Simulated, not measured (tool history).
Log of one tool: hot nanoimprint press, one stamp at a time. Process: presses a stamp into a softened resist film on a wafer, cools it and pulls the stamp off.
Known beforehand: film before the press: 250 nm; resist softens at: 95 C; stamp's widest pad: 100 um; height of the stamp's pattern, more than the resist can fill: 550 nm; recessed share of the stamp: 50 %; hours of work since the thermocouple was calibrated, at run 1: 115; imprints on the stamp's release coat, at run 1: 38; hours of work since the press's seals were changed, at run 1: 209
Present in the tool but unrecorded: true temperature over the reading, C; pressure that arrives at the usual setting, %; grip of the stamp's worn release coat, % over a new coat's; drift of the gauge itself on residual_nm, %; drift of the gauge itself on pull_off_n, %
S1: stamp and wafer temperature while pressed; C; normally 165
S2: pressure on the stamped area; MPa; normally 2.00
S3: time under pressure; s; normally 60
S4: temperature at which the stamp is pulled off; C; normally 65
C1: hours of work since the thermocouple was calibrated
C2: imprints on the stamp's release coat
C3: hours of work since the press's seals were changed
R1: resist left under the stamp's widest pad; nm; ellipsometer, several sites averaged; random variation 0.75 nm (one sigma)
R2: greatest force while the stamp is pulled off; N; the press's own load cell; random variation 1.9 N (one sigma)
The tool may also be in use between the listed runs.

run,hour,S1,S2,S3,S4,C1,C2,C3,R1,R2
1,0.0,165,2.00,60,65,115,38,209,146.7,167
2,10.2,165,2.85,60,65,120,51,213,128.7,171
3,22.3,165,2.85,60,65,125,67,218,128.8,172
4,29.9,165,2.00,102,65,128,76,221,123.0,169
5,38.4,165,2.00,102,65,131,87,225,122.6,170
6,46.9,165,2.00,102,65,135,99,228,123.8,169
7,57.2,165,1.45,60,65,139,112,232,164.3,171
8,67.5,165,2.00,37,65,143,125,237,170.7,169
9,78.4,170,2.00,37,65,147,139,241,141.3,169
10,90.5,170,2.00,37,65,152,155,246,142.2,173
11,102.7,170,2.00,37,65,157,171,251,141.9,172
12,113.4,172,1.22,37,65,162,185,255,157.0,176
13,122.9,167,1.79,47,52,166,197,259,153.2,231
14,129.9,166,1.80,115,68,169,206,262,118.1,155
15,136.8,175,1.71,60,65,171,215,265,103.1,170
16,143.8,165,1.87,113,65,174,224,268,124.0,169
17,156.3,165,1.30,95,65,179,240,273,150.0,172
18,167.1,165,1.30,95,65,184,254,277,151.2,168
19,178.2,165,1.30,95,65,188,269,282,151.3,173
20,187.7,165,2.23,44,65,192,281,286,159.8,170
21,200.6,173,2.69,55,60,197,297,291,94.7,195
22,212.6,165,1.40,60,65,202,313,296,169.2,169

Below, some changes in R1 between adjacent runs. For each, the amount present without the hidden state too (settings, incoming material, random variation) and the amount remaining for the hidden state with gauge scatter not shared by both compared results:
Run 20 -> 21: S1 165 -> 173, S2 2.23 -> 2.69, S3 44 -> 55, S4 65 -> 60. R1 -65.1 nm: hidden state -1.1, all else -64.0.
Run 21 -> 22: S1 173 -> 165, S2 2.69 -> 1.40, S3 55 -> 60, S4 60 -> 65. R1 +74.5 nm: hidden state +1.6, all else +72.9.
